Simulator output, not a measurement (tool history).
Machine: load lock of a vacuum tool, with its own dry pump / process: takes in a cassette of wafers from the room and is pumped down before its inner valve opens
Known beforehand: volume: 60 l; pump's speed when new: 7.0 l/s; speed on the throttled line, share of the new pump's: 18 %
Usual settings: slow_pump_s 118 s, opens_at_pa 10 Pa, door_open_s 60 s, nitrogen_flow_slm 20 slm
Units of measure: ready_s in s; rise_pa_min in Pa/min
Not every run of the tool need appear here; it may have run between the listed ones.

run     hour  slow_pump_s  opens_at_pa  door_open_s  nitrogen_flow_slm  incoming humidity of the room's air, %  ready_s  rise_pa_min
  1        0          118           10           60                 20                                    47.1    180.8         0.04
  2    292.2          210           10           60                 20                                    43.8    256.1         0.04
  3    784.7          210           10           60                 20                                    46.2    256.8        0.042
  4   1271.5          118           10           60                 20                                    43.7    182.5         0.04
  5   1797.8          118           10           60                 20                                    43.4    183.5        0.041
  6   2173.9          118           10           60                 20                                    46.3    182.8        0.046
  7   2528.1          118           10           60                 20                                    50.6    183.4        0.053
  8   2900.9          118           10           60                 20                                    48.6    182.9        0.057
  9   3499.6          118           10           60                 20                                    49.2    185.1        0.057
 10   3976.5          201           10           60                 20                                    43.9    249.7        0.059
 11   4610.1          154           10           60                 20                                    47.8    213.7         0.07
 12   4936.7          154           10           60                 20                                    41.9    215.9        0.062
 13   5223.5          118           10           60                 20                                      44    187.2         0.07
 14     5705          207           10           60                 20                                    47.4    258.1        0.072
 15     6066          207           10          135                 20                                      43      258        0.081
 16   6349.6          118           10          169                 20                                    46.7    185.8        0.099
 17   6650.1          118           10          228                 20                                    41.9      189        0.089
 18   7218.5          118           10          228                 20                                    49.8    186.8        0.114
 19   7639.9          170            9           44                  5                                    48.1    231.4        0.099
 20   8011.4          208            7           60                 20                                    44.8    262.4        0.084
 21   8625.4          208            7           60                 20                                    46.8    264.1        0.099
 22   9176.5          232           10           60                 27                                    49.5    280.6        0.094
 23     9463          232           10           60                 27                                    45.7    275.6        0.096
 24  10067.5          232           10           38                 27                                    43.4    279.6        0.095
 25  10578.8           84           14           96                 17                                    46.5    159.3        0.124
 26  11145.1           84           14           96                 17                                    43.6    161.7        0.128
 27  11754.3          208           10           45                 20                                    42.8    260.7        0.122
 28  12049.5           77            9          111                  4                                    46.4      162         0.16
 29  12332.2           77            9          111                  4                                    48.6    161.6        0.171
 30  12627.4          118           10           60                  5                                    44.3    194.1        0.143
 31  13199.3           63           10           67                  5                                    41.8    150.1        0.151
     13707.6  -- dry pump taken out, an overhauled one fitted
 32  13751.5           63           13           67                 41                                    45.1    128.8        0.132
 33  14167.1          118           10          121                  4                                    43.6    176.7        0.186
 34  14556.5          142            9          118                 42                                    45.1    198.3        0.149
 35  14869.8          118           10           60                 29                                      44    177.1        0.153
 36  15395.4          190           10           50                  6                                    45.5    236.9        0.178

5 options for the next run, each taken on its own from the tool as it stands now. Forecast them:
  A  15700.4          119           10           88                 13                                    47.1        ?            ?
  B  15700.4           84           15           50                 25                                      43        ?            ?
  C  15700.4           99           11           60                 39                                    48.1        ?            ?
  D  15700.4          190           15          117                  7                                    43.4        ?            ?
  E  15700.4          106           10          197                 21                                    47.1        ?            ?

run  ready_s  rise_pa_min
  A    178.3        0.178
  B      146        0.164
  C      163        0.162
  D    233.4        0.204
  E    167.5        0.192
What these runs would have given with no unlogged condition in the tool:
run  ready_s  rise_pa_min
  A    177.2        0.042
  B    144.9        0.026
  C    161.9        0.025
  D    232.4        0.064
  E    166.4        0.056

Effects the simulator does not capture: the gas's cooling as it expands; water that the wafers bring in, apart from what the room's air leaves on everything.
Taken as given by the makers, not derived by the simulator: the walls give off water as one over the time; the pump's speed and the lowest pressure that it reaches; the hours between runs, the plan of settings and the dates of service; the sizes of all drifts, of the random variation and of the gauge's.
